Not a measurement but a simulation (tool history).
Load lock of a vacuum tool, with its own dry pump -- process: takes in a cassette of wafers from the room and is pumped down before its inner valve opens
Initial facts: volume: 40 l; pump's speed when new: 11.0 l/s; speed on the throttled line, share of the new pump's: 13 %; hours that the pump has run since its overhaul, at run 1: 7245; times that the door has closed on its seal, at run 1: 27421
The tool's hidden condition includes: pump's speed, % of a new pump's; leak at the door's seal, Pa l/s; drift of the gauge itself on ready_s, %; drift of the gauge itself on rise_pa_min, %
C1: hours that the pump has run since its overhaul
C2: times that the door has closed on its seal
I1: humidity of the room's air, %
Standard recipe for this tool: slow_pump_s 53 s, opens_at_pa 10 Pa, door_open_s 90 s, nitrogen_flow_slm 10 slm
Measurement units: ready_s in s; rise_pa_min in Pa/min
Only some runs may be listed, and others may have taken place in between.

{"run": 1, "day": 0.0, "slow_pump_s": 53, "opens_at_pa": 10, "door_open_s": 90, "nitrogen_flow_slm": 10, "C1": 7245, "C2": 27421, "I1": 43.5, "ready_s": 84.7, "rise_pa_min": 0.304}
{"run": 2, "day": 13.979, "slow_pump_s": 90, "opens_at_pa": 10, "door_open_s": 90, "nitrogen_flow_slm": 10, "C1": 7580, "C2": 28020, "I1": 40.8, "ready_s": 115.9, "rise_pa_min": 0.317}
{"run": 3, "day": 22.112, "slow_pump_s": 53, "opens_at_pa": 10, "door_open_s": 134, "nitrogen_flow_slm": 10, "C1": 7776, "C2": 28369, "I1": 48.7, "ready_s": 86.3, "rise_pa_min": 0.334}
{"run": 4, "day": 32.212, "slow_pump_s": 53, "opens_at_pa": 10, "door_open_s": 90, "nitrogen_flow_slm": 14, "C1": 8018, "C2": 28802, "I1": 43.2, "ready_s": 86, "rise_pa_min": 0.325}
{"run": 5, "day": 45.562, "slow_pump_s": 53, "opens_at_pa": 10, "door_open_s": 90, "nitrogen_flow_slm": 10, "C1": 8338, "C2": 29374, "I1": 47, "ready_s": 87.9, "rise_pa_min": 0.348}
{"run": 6, "day": 54.7, "slow_pump_s": 53, "opens_at_pa": 10, "door_open_s": 90, "nitrogen_flow_slm": 10, "C1": 8558, "C2": 29766, "I1": 45, "ready_s": 87.5, "rise_pa_min": 0.356}
{"run": 7, "day": 67.208, "slow_pump_s": 53, "opens_at_pa": 10, "door_open_s": 90, "nitrogen_flow_slm": 10, "C1": 8858, "C2": 30302, "I1": 47.2, "ready_s": 88, "rise_pa_min": 0.363}
{"run": 8, "day": 81.871, "slow_pump_s": 53, "opens_at_pa": 10, "door_open_s": 90, "nitrogen_flow_slm": 10, "C1": 9210, "C2": 30931, "I1": 43.5, "ready_s": 88.6, "rise_pa_min": 0.375}
{"run": 9, "day": 90.529, "slow_pump_s": 53, "opens_at_pa": 10, "door_open_s": 90, "nitrogen_flow_slm": 10, "C1": 9418, "C2": 31302, "I1": 41.5, "ready_s": 88.3, "rise_pa_min": 0.376}
{"run": 10, "day": 100.379, "slow_pump_s": 53, "opens_at_pa": 10, "door_open_s": 90, "nitrogen_flow_slm": 10, "C1": 9654, "C2": 31724, "I1": 41.2, "ready_s": 88.8, "rise_pa_min": 0.39}
{"run": 11, "day": 114.279, "slow_pump_s": 53, "opens_at_pa": 10, "door_open_s": 90, "nitrogen_flow_slm": 10, "C1": 9988, "C2": 32320, "I1": 41.9, "ready_s": 87.6, "rise_pa_min": 0.405}
{"run": 12, "day": 123.583, "slow_pump_s": 48, "opens_at_pa": 14, "door_open_s": 111, "nitrogen_flow_slm": 27, "C1": 10211, "C2": 32719, "I1": 44.4, "ready_s": 83.1, "rise_pa_min": 0.402}
{"day": 130.154, "done": "dry pump taken out, an overhauled one fitted"}
{"run": 13, "day": 136.642, "slow_pump_s": 53, "opens_at_pa": 10, "door_open_s": 143, "nitrogen_flow_slm": 10, "C1": 156, "C2": 33268, "I1": 49.2, "ready_s": 80.2, "rise_pa_min": 0.437}
{"run": 14, "day": 147.729, "slow_pump_s": 53, "opens_at_pa": 10, "door_open_s": 143, "nitrogen_flow_slm": 10, "C1": 422, "C2": 33744, "I1": 46.3, "ready_s": 80.8, "rise_pa_min": 0.438}
{"run": 15, "day": 156.262, "slow_pump_s": 67, "opens_at_pa": 20, "door_open_s": 109, "nitrogen_flow_slm": 5, "C1": 627, "C2": 34110, "I1": 47.8, "ready_s": 90, "rise_pa_min": 0.453}
{"day": 163.471, "done": "door's seal changed, seat wiped"}
{"run": 16, "day": 171.317, "slow_pump_s": 52, "opens_at_pa": 12, "door_open_s": 36, "nitrogen_flow_slm": 36, "C1": 986, "C2": 336, "I1": 43.3, "ready_s": 79.9, "rise_pa_min": 0.021}
{"run": 17, "day": 177.958, "slow_pump_s": 100, "opens_at_pa": 17, "door_open_s": 129, "nitrogen_flow_slm": 31, "C1": 1146, "C2": 621, "I1": 45.2, "ready_s": 119.7, "rise_pa_min": 0.036}
{"run": 18, "day": 185.658, "slow_pump_s": 53, "opens_at_pa": 10, "door_open_s": 90, "nitrogen_flow_slm": 15, "C1": 1331, "C2": 951, "I1": 42.7, "ready_s": 81.1, "rise_pa_min": 0.035}
{"run": 19, "day": 193.221, "slow_pump_s": 51, "opens_at_pa": 12, "door_open_s": 73, "nitrogen_flow_slm": 25, "C1": 1512, "C2": 1275, "I1": 45.8, "ready_s": 78.8, "rise_pa_min": 0.028}

Below are 4 alternative next runs, each starting from the tool's condition after run 19. Predict each:
{"run": "A", "day": 203.6, "slow_pump_s": 51, "opens_at_pa": 11, "door_open_s": 134, "nitrogen_flow_slm": 25, "C1": 1761, "C2": 1720, "I1": 45.5, "ready_s": "?", "rise_pa_min": "?"}
{"run": "B", "day": 203.6, "slow_pump_s": 51, "opens_at_pa": 8, "door_open_s": 47, "nitrogen_flow_slm": 25, "C1": 1761, "C2": 1720, "I1": 46.2, "ready_s": "?", "rise_pa_min": "?"}
{"run": "C", "day": 203.6, "slow_pump_s": 53, "opens_at_pa": 12, "door_open_s": 90, "nitrogen_flow_slm": 20, "C1": 1761, "C2": 1720, "I1": 45.2, "ready_s": "?", "rise_pa_min": "?"}
{"run": "D", "day": 203.6, "slow_pump_s": 28, "opens_at_pa": 18, "door_open_s": 90, "nitrogen_flow_slm": 11, "C1": 1761, "C2": 1720, "I1": 47.1, "ready_s": "?", "rise_pa_min": "?"}

run=A ready_s=79.2 rise_pa_min=0.048
run=B ready_s=80.8 rise_pa_min=0.036
run=C ready_s=81.1 rise_pa_min=0.037
run=D ready_s=57.2 rise_pa_min=0.043
Had the tool no hidden state, the same runs would have come out as:
run=A ready_s=77.7 rise_pa_min=0.042
run=B ready_s=79.3 rise_pa_min=0.03
run=C ready_s=79.6 rise_pa_min=0.032
run=D ready_s=55.7 rise_pa_min=0.037
